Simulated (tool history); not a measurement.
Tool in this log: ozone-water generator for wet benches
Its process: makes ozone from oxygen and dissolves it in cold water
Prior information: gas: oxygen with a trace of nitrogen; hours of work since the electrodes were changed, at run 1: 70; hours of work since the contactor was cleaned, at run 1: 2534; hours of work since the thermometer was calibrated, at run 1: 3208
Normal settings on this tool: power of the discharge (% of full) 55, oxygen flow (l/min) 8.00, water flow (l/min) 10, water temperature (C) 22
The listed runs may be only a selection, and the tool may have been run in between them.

| run | hour | power of the discharge (% of full) | oxygen flow (l/min) | water flow (l/min) | water temperature (C) | hours of work since the electrodes were changed | hours of work since the contactor was cleaned | hours of work since the thermometer was calibrated | dissolved ozone (ppm) | ozone in the gas ahead of the water (g/m3) |
|---|---|---|---|---|---|---|---|---|---|---|
| 1 | 0.0 | 55 | 8.00 | 10 | 22 | 70 | 2534 | 3208 | 21.7 | 137.4 |
| 2 | 23.4 | 55 | 8.00 | 10 | 22 | 86 | 2549 | 3224 | 21.9 | 137.0 |
| 3 | 58.4 | 55 | 8.00 | 10 | 14 | 110 | 2573 | 3247 | 26.5 | 139.6 |
| 4 | 89.0 | 55 | 8.00 | 10 | 14 | 130 | 2593 | 3268 | 26.3 | 137.6 |
| 5 | 129.4 | 55 | 8.00 | 10 | 14 | 157 | 2620 | 3295 | 26.2 | 137.5 |
| 6 | 149.1 | 55 | 8.00 | 10 | 14 | 170 | 2634 | 3308 | 26.2 | 138.2 |
| 7 | 182.2 | 55 | 8.00 | 10 | 14 | 192 | 2656 | 3330 | 26.4 | 137.4 |
| 8 | 202.2 | 55 | 8.00 | 10 | 14 | 206 | 2669 | 3344 | 26.1 | 138.0 |
| 9 | 241.6 | 55 | 8.00 | 10 | 22 | 232 | 2695 | 3370 | 22.0 | 136.6 |
| 10 | 274.2 | 43 | 8.00 | 10 | 22 | 254 | 2717 | 3392 | 17.7 | 112.4 |
| 11 | 306.3 | 43 | 8.00 | 10 | 22 | 275 | 2739 | 3413 | 17.6 | 113.4 |
| 12 | 343.3 | 43 | 8.00 | 10 | 22 | 300 | 2764 | 3438 | 17.8 | 111.4 |
| 13 | 388.7 | 43 | 8.00 | 10 | 22 | 331 | 2794 | 3468 | 17.8 | 113.0 |
|  | 396.0 | contactor cleaned |
| 14 | 416.6 | 55 | 8.00 | 10 | 22 | 347 | 14 | 3484 | 21.3 | 137.0 |
| 15 | 456.2 | 55 | 8.00 | 10 | 22 | 373 | 40 | 3511 | 21.9 | 137.9 |
| 16 | 482.9 | 55 | 8.00 | 10 | 17 | 391 | 58 | 3529 | 24.3 | 138.3 |
| 17 | 505.2 | 55 | 8.00 | 10 | 17 | 406 | 73 | 3544 | 24.2 | 138.3 |
| 18 | 529.6 | 55 | 8.00 | 10 | 17 | 422 | 89 | 3560 | 24.1 | 136.0 |
| 19 | 575.7 | 55 | 9.81 | 10 | 29 | 453 | 120 | 3591 | 17.6 | 127.3 |
| 20 | 607.7 | 61 | 5.80 | 10 | 29 | 475 | 142 | 3612 | 20.7 | 170.1 |
| 21 | 651.0 | 74 | 8.00 | 10 | 21 | 503 | 171 | 3641 | 28.1 | 174.2 |
|  | 660.7 | contactor cleaned, once more |
| 22 | 674.1 | 59 | 6.79 | 6 | 14 | 516 | 9 | 3654 | 38.2 | 154.9 |
|  | 713.7 | water thermometer calibrated |
| 23 | 718.7 | 99 | 6.79 | 6 | 15 | 546 | 39 | 3 | 56.1 | 231.7 |
| 24 | 747.7 | 99 | 11.98 | 10 | 15 | 565 | 58 | 23 | 40.1 | 187.1 |
| 25 | 769.9 | 99 | 12.78 | 10 | 15 | 580 | 73 | 38 | 39.9 | 183.1 |
| 26 | 809.6 | 55 | 8.00 | 6 | 22 | 607 | 99 | 64 | 28.7 | 137.9 |
| 27 | 847.9 | 45 | 12.40 | 6 | 25 | 632 | 125 | 90 | 20.2 | 98.0 |
| 28 | 878.6 | 45 | 12.40 | 6 | 25 | 653 | 146 | 110 | 20.1 | 98.8 |
| 29 | 912.0 | 55 | 4.80 | 6 | 25 | 675 | 168 | 133 | 29.2 | 168.2 |
| 30 | 953.7 | 55 | 8.00 | 7 | 22 | 703 | 196 | 161 | 26.7 | 137.9 |
| 31 | 978.4 | 55 | 8.00 | 7 | 22 | 720 | 212 | 177 | 27.1 | 136.7 |
| 32 | 1006.0 | 44 | 8.00 | 12 | 16 | 738 | 231 | 196 | 19.1 | 114.7 |

Below are 5 alternative next runs, each starting from the tool's condition after run 32. Predict each:
| A | 1043.8 | 55 | 8.00 | 10 | 24 | 763 | 256 | 221 | ? | ? |
| B | 1043.8 | 93 | 8.00 | 6 | 15 | 763 | 256 | 221 | ? | ? |
| C | 1043.8 | 44 | 6.66 | 12 | 16 | 763 | 256 | 221 | ? | ? |
| D | 1043.8 | 55 | 8.77 | 6 | 22 | 763 | 256 | 221 | ? | ? |
| E | 1043.8 | 94 | 8.00 | 12 | 16 | 763 | 256 | 221 | ? | ? |

| run | dissolved ozone (ppm) | ozone in the gas ahead of the water (g/m3) |
|---|---|---|
| A | 21.3 | 137.4 |
| B | 51.4 | 206.1 |
| C | 19.5 | 123.2 |
| D | 28.0 | 131.3 |
| E | 34.8 | 210.8 |
Without the tool's hidden state the same runs would have given:
| run | dissolved ozone (ppm) | ozone in the gas ahead of the water (g/m3) |
|---|---|---|
| A | 21.6 | 138.1 |
| B | 52.0 | 207.6 |
| C | 19.7 | 123.7 |
| D | 28.2 | 131.9 |
| E | 35.3 | 212.4 |
